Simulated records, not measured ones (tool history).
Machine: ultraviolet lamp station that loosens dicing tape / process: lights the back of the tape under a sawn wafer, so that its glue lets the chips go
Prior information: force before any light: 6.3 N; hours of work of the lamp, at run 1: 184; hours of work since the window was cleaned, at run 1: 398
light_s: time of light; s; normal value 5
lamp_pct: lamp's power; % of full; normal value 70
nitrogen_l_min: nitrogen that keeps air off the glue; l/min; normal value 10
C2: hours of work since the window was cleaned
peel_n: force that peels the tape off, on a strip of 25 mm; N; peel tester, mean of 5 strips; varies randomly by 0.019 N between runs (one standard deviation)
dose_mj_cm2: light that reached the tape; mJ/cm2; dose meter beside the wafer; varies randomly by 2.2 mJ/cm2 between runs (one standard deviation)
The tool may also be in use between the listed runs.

Run 1, hour 0.0: usual settings; hours of work of the lamp 184; C2 398. Result: peel_n 1.208 N, dose_mj_cm2 179 mJ/cm2.
Run 2, hour 5.7: usual settings; hours of work of the lamp 187; C2 401. Result: peel_n 1.202 N, dose_mj_cm2 173 mJ/cm2.
Run 3, hour 9.5: usual settings; hours of work of the lamp 190; C2 404. Result: peel_n 1.161 N, dose_mj_cm2 172 mJ/cm2.
Run 4, hour 16.3: usual settings; hours of work of the lamp 194; C2 408. Result: peel_n 1.186 N, dose_mj_cm2 173 mJ/cm2.
Run 5, hour 25.5: usual settings but light_s 4 s; hours of work of the lamp 199; C2 413. Result: peel_n 1.743 N, dose_mj_cm2 138 mJ/cm2.
Run 6, hour 32.3: usual settings but light_s 3 s; hours of work of the lamp 203; C2 417. Result: peel_n 2.270 N, dose_mj_cm2 106 mJ/cm2.
Run 7, hour 41.2: usual settings but light_s 3 s, lamp_pct 85 % of full; hours of work of the lamp 208; C2 422. Result: peel_n 1.884 N, dose_mj_cm2 122 mJ/cm2.
Run 8, hour 50.0: usual settings; hours of work of the lamp 214; C2 428. Result: peel_n 1.222 N, dose_mj_cm2 172 mJ/cm2.
Run 9, hour 57.5: usual settings but light_s 9 s, lamp_pct 81 % of full, nitrogen_l_min 7 l/min; hours of work of the lamp 218; C2 432. Result: peel_n 0.377 N, dose_mj_cm2 358 mJ/cm2.
Run 10, hour 65.1: usual settings but lamp_pct 84 % of full; hours of work of the lamp 223; C2 437. Result: peel_n 0.905 N, dose_mj_cm2 207 mJ/cm2.
Run 11, hour 69.6: usual settings but light_s 3 s, lamp_pct 89 % of full; hours of work of the lamp 225; C2 439. Result: peel_n 1.801 N, dose_mj_cm2 130 mJ/cm2.
Run 12, hour 78.2: usual settings but light_s 3 s, lamp_pct 84 % of full, nitrogen_l_min 4 l/min; hours of work of the lamp 230; C2 444. Result: peel_n 2.921 N, dose_mj_cm2 123 mJ/cm2.
Run 13, hour 84.6: usual settings but light_s 3 s, lamp_pct 84 % of full, nitrogen_l_min 4 l/min; hours of work of the lamp 234; C2 448. Result: peel_n 2.847 N, dose_mj_cm2 122 mJ/cm2.
Run 14, hour 89.6: usual settings but light_s 7 s, lamp_pct 84 % of full, nitrogen_l_min 6 l/min; hours of work of the lamp 237; C2 451. Result: peel_n 0.720 N, dose_mj_cm2 282 mJ/cm2.
Run 15, hour 96.5: usual settings but lamp_pct 89 % of full; hours of work of the lamp 241; C2 455. Result: peel_n 0.795 N, dose_mj_cm2 217 mJ/cm2.
Run 16, hour 101.4: usual settings but light_s 4 s, lamp_pct 75 % of full, nitrogen_l_min 4 l/min; hours of work of the lamp 244; C2 458. Result: peel_n 2.422 N, dose_mj_cm2 146 mJ/cm2.

Here are 3 independent what-if runs from the current tool condition. What would each one return?
Run A, hour 105.3: usual settings but light_s 4 s, lamp_pct 88 % of full, nitrogen_l_min 11 l/min; hours of work of the lamp 247; C2 461. Result: peel_n ?, dose_mj_cm2 ?.
Run B, hour 105.3: usual settings but lamp_pct 84 % of full, nitrogen_l_min 4 l/min; hours of work of the lamp 247; C2 461. Result: peel_n ?, dose_mj_cm2 ?.
Run C, hour 105.3: usual settings but light_s 3 s, lamp_pct 95 % of full, nitrogen_l_min 14 l/min; hours of work of the lamp 247; C2 461. Result: peel_n ?, dose_mj_cm2 ?.

run  peel_n  dose_mj_cm2
  A   1.189          171
  B   1.647          202
  C   1.366          141
What these runs would have given with no unlogged condition in the tool:
run  peel_n  dose_mj_cm2
  A   0.874          204
  B   1.286          242
  C   1.034          167

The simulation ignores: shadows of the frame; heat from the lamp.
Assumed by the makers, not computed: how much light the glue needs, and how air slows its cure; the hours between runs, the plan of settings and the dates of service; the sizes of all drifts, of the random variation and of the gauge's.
